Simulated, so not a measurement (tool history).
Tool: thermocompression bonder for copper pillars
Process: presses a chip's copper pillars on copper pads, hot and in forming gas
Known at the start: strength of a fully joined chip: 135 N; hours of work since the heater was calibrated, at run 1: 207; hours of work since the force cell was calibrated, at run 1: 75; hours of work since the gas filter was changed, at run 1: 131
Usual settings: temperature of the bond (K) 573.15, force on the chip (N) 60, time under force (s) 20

run,hour,temperature of the bond (K),force on the chip (N),time under force (s),hours of work since the heater was calibrated,hours of work since the force cell was calibrated,hours of work since the gas filter was changed,force that shears a chip off (N)
1,0.0,573.15,60,20,207,75,131,89.0
2,7.9,597.15,60,20,210,78,135,98.9
3,22.4,573.15,60,13,216,84,141,76.9
4,34.6,573.15,60,18,221,89,146,85.4
5,47.0,573.15,60,18,226,94,151,82.6
6,58.7,573.15,60,18,231,99,156,85.9
7,74.7,573.15,61,18,237,105,162,84.9
8,91.3,573.15,60,20,244,112,169,87.3
9,106.3,573.15,60,20,250,118,175,86.4
10,122.9,573.15,67,20,257,125,182,94.3
11,139.6,573.15,67,20,264,132,189,93.2
12,155.4,573.15,60,20,270,138,195,87.6
13,168.1,573.15,60,20,276,144,200,86.3
14,178.8,567.15,54,25,280,148,205,80.9
15,188.2,558.15,54,25,284,152,209,76.3
16,204.1,573.15,53,23,290,158,215,82.5
17,218.7,573.15,53,23,296,164,221,81.5
18,226.5,601.15,74,21,299,168,224,111.6
19,243.0,573.15,60,12,306,174,231,75.2
20,255.3,568.15,50,12,311,179,236,59.9
21,268.9,568.15,50,12,317,185,242,59.4
22,280.8,568.15,44,12,322,190,247,51.2
23,291.3,581.15,48,22,326,194,251,76.8
24,301.4,602.15,53,19,330,198,255,90.0
25,311.4,602.15,53,19,334,202,259,89.7
26,325.2,602.15,61,19,340,208,265,95.8

Forecast each of these 4 alternatives for the next run:
A,338.1,602.15,61,22,345,213,270,?
B,338.1,574.15,61,19,345,213,270,?
C,338.1,562.15,44,16,345,213,270,?
D,338.1,595.15,65,19,345,213,270,?

run,force that shears a chip off (N)
A,99.5
B,84.3
C,55.3
D,98.7
Without the tool's hidden state the same runs would have given:
run,force that shears a chip off (N)
A,108.1
B,91.5
C,59.7
D,107.1

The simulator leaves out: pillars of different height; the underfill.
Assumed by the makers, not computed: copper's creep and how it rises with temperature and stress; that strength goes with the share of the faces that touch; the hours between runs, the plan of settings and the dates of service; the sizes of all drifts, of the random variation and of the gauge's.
